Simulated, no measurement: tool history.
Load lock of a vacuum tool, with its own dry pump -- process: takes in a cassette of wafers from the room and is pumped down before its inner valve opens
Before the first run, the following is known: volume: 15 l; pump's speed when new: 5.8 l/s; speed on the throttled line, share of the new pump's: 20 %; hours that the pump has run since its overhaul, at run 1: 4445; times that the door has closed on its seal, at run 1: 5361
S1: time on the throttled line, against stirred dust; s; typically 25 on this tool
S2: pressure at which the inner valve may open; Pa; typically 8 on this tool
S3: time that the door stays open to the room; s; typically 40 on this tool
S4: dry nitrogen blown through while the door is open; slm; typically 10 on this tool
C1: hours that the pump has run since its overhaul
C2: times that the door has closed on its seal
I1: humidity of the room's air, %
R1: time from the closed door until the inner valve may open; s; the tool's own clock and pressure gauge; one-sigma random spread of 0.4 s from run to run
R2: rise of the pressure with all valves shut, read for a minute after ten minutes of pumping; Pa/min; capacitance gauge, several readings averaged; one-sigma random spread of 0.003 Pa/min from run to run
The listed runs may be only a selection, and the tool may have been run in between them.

{"run": 1, "hour": 0.0, "S1": 25, "S2": 8, "S3": 40, "S4": 10, "C1": 4445, "C2": 5361, "I1": 44.6, "R1": 45.7, "R2": 0.087}
{"run": 2, "hour": 207.6, "S1": 25, "S2": 8, "S3": 40, "S4": 10, "C1": 4653, "C2": 5611, "I1": 49.1, "R1": 45.4, "R2": 0.093}
{"run": 3, "hour": 465.8, "S1": 25, "S2": 8, "S3": 40, "S4": 10, "C1": 4911, "C2": 5923, "I1": 46.5, "R1": 46, "R2": 0.088}
{"run": 4, "hour": 749.1, "S1": 25, "S2": 8, "S3": 40, "S4": 10, "C1": 5194, "C2": 6264, "I1": 43.3, "R1": 44.9, "R2": 0.095}
{"run": 5, "hour": 971.6, "S1": 25, "S2": 8, "S3": 40, "S4": 10, "C1": 5417, "C2": 6533, "I1": 43.5, "R1": 45.7, "R2": 0.099}
{"run": 6, "hour": 1151.2, "S1": 25, "S2": 8, "S3": 40, "S4": 10, "C1": 5596, "C2": 6749, "I1": 42.5, "R1": 45.6, "R2": 0.103}
{"run": 7, "hour": 1402.7, "S1": 25, "S2": 8, "S3": 40, "S4": 10, "C1": 5848, "C2": 7052, "I1": 40.5, "R1": 45.1, "R2": 0.106}
{"run": 8, "hour": 1667.6, "S1": 25, "S2": 8, "S3": 40, "S4": 10, "C1": 6113, "C2": 7372, "I1": 44.5, "R1": 45.2, "R2": 0.112}
{"run": 9, "hour": 1934.8, "S1": 25, "S2": 8, "S3": 40, "S4": 10, "C1": 6380, "C2": 7694, "I1": 42.6, "R1": 45.5, "R2": 0.104}
{"run": 10, "hour": 2133.9, "S1": 25, "S2": 8, "S3": 40, "S4": 22, "C1": 6579, "C2": 7934, "I1": 45.7, "R1": 45.8, "R2": 0.107}
{"run": 11, "hour": 2393.3, "S1": 25, "S2": 8, "S3": 40, "S4": 22, "C1": 6838, "C2": 8247, "I1": 46.7, "R1": 46.3, "R2": 0.108}
{"run": 12, "hour": 2616.3, "S1": 25, "S2": 8, "S3": 40, "S4": 22, "C1": 7061, "C2": 8516, "I1": 43.7, "R1": 45.9, "R2": 0.111}
{"run": 13, "hour": 2768.0, "S1": 25, "S2": 8, "S3": 40, "S4": 22, "C1": 7213, "C2": 8699, "I1": 46.5, "R1": 46.3, "R2": 0.12}
{"run": 14, "hour": 3008.3, "S1": 39, "S2": 8, "S3": 40, "S4": 10, "C1": 7453, "C2": 8989, "I1": 46.2, "R1": 56.7, "R2": 0.124}
{"run": 15, "hour": 3201.5, "S1": 39, "S2": 8, "S3": 40, "S4": 10, "C1": 7647, "C2": 9222, "I1": 45.9, "R1": 58, "R2": 0.134}
{"run": 16, "hour": 3347.6, "S1": 15, "S2": 8, "S3": 40, "S4": 10, "C1": 7793, "C2": 9398, "I1": 43, "R1": 38.5, "R2": 0.134}
{"run": 17, "hour": 3543.4, "S1": 15, "S2": 8, "S3": 40, "S4": 10, "C1": 7989, "C2": 9634, "I1": 45.8, "R1": 38.1, "R2": 0.143}
{"run": 18, "hour": 3803.7, "S1": 15, "S2": 8, "S3": 40, "S4": 10, "C1": 8249, "C2": 9948, "I1": 45.6, "R1": 38.7, "R2": 0.145}
{"run": 19, "hour": 4023.9, "S1": 15, "S2": 8, "S3": 40, "S4": 10, "C1": 8469, "C2": 10214, "I1": 47.3, "R1": 38.4, "R2": 0.158}
{"run": 20, "hour": 4169.3, "S1": 25, "S2": 11, "S3": 40, "S4": 10, "C1": 8614, "C2": 10389, "I1": 48.6, "R1": 46, "R2": 0.158}
{"run": 21, "hour": 4341.5, "S1": 40, "S2": 8, "S3": 40, "S4": 25, "C1": 8787, "C2": 10597, "I1": 43.5, "R1": 58.3, "R2": 0.135}
{"run": 22, "hour": 4464.0, "S1": 25, "S2": 8, "S3": 53, "S4": 12, "C1": 8909, "C2": 10744, "I1": 48.9, "R1": 46.5, "R2": 0.162}
{"run": 23, "hour": 4626.8, "S1": 33, "S2": 8, "S3": 26, "S4": 10, "C1": 9072, "C2": 10941, "I1": 46.7, "R1": 52.6, "R2": 0.151}
{"run": 24, "hour": 4915.1, "S1": 29, "S2": 8, "S3": 29, "S4": 6, "C1": 9360, "C2": 11288, "I1": 47.2, "R1": 49.2, "R2": 0.164}
{"run": 25, "hour": 5043.7, "S1": 29, "S2": 8, "S3": 29, "S4": 6, "C1": 9489, "C2": 11443, "I1": 46.8, "R1": 48.8, "R2": 0.159}
{"run": 26, "hour": 5193.2, "S1": 20, "S2": 8, "S3": 40, "S4": 18, "C1": 9638, "C2": 11624, "I1": 46.8, "R1": 43.1, "R2": 0.168}
{"run": 27, "hour": 5408.7, "S1": 20, "S2": 8, "S3": 155, "S4": 21, "C1": 9854, "C2": 11884, "I1": 44.7, "R1": 42.2, "R2": 0.205}
{"run": 28, "hour": 5699.5, "S1": 20, "S2": 8, "S3": 155, "S4": 21, "C1": 10145, "C2": 12234, "I1": 45.3, "R1": 42.9, "R2": 0.214}
{"run": 29, "hour": 5923.7, "S1": 19, "S2": 8, "S3": 155, "S4": 8, "C1": 10369, "C2": 12505, "I1": 48.8, "R1": 42.3, "R2": 0.246}
{"run": 30, "hour": 6105.0, "S1": 19, "S2": 8, "S3": 155, "S4": 8, "C1": 10550, "C2": 12723, "I1": 42.2, "R1": 42.3, "R2": 0.237}
{"run": 31, "hour": 6385.2, "S1": 18, "S2": 6, "S3": 40, "S4": 10, "C1": 10830, "C2": 13061, "I1": 45.2, "R1": 42.1, "R2": 0.191}
{"run": 32, "hour": 6580.8, "S1": 22, "S2": 11, "S3": 40, "S4": 10, "C1": 11026, "C2": 13297, "I1": 42, "R1": 44, "R2": 0.196}
{"run": 33, "hour": 6764.2, "S1": 22, "S2": 8, "S3": 40, "S4": 18, "C1": 11209, "C2": 13518, "I1": 45.3, "R1": 44.5, "R2": 0.194}
{"run": 34, "hour": 6961.9, "S1": 38, "S2": 8, "S3": 78, "S4": 6, "C1": 11407, "C2": 13757, "I1": 43.5, "R1": 57.1, "R2": 0.225}
{"run": 35, "hour": 7089.2, "S1": 38, "S2": 8, "S3": 78, "S4": 6, "C1": 11534, "C2": 13910, "I1": 43.1, "R1": 56.7, "R2": 0.232}
{"run": 36, "hour": 7244.4, "S1": 25, "S2": 8, "S3": 32, "S4": 14, "C1": 11690, "C2": 14097, "I1": 46.5, "R1": 46.8, "R2": 0.202}
{"run": 37, "hour": 7456.9, "S1": 13, "S2": 9, "S3": 41, "S4": 10, "C1": 11902, "C2": 14354, "I1": 44.3, "R1": 37.5, "R2": 0.215}

Alternative continuations, all from the tool just after run 37; predict every row:
{"run": "A", "hour": 7651.5, "S1": 25, "S2": 8, "S3": 40, "S4": 10, "C1": 12097, "C2": 14588, "I1": 44, "R1": "?", "R2": "?"}
{"run": "B", "hour": 7651.5, "S1": 25, "S2": 6, "S3": 40, "S4": 10, "C1": 12097, "C2": 14588, "I1": 43.1, "R1": "?", "R2": "?"}
{"run": "C", "hour": 7651.5, "S1": 37, "S2": 16, "S3": 41, "S4": 5, "C1": 12097, "C2": 14588, "I1": 46.9, "R1": "?", "R2": "?"}

run=A R1=47.6 R2=0.222
run=B R1=48.3 R2=0.219
run=C R1=54.7 R2=0.225
What these runs would have given with no unlogged condition in the tool:
run=A R1=44.7 R2=0.037
run=B R1=45.3 R2=0.035
run=C R1=52.5 R2=0.041
